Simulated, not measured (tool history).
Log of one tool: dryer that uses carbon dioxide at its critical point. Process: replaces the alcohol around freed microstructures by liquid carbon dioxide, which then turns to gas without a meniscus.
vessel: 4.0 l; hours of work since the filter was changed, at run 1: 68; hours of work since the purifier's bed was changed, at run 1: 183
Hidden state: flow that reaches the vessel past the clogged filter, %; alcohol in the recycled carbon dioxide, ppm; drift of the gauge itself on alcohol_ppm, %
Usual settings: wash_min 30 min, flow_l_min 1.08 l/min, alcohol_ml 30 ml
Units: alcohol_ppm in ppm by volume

run,hour,wash_min,flow_l_min,alcohol_ml,hours of work since the filter was changed,hours of work since the purifier's bed was changed,alcohol_ppm
1,0.0,30,1.08,30,68,183,97
2,5.0,30,1.08,30,72,186,105
3,9.7,30,1.08,28,75,189,106
4,14.4,30,1.08,28,78,192,107
5,23.2,30,1.40,28,84,198,84
6,27.5,30,1.40,28,87,201,83
7,34.7,30,1.40,28,92,206,82
8,40.8,36,1.24,40,96,210,93
9,46.6,25,1.80,22,100,214,81
10,56.7,48,0.82,38,107,221,94

The next listed run, before its measurement:
11,65.2,20,1.81,24,113,227,?

{"run 11": {"alcohol_ppm": 96}}
Without the tool's hidden state the same run would have given alcohol_ppm 11 ppm by volume.

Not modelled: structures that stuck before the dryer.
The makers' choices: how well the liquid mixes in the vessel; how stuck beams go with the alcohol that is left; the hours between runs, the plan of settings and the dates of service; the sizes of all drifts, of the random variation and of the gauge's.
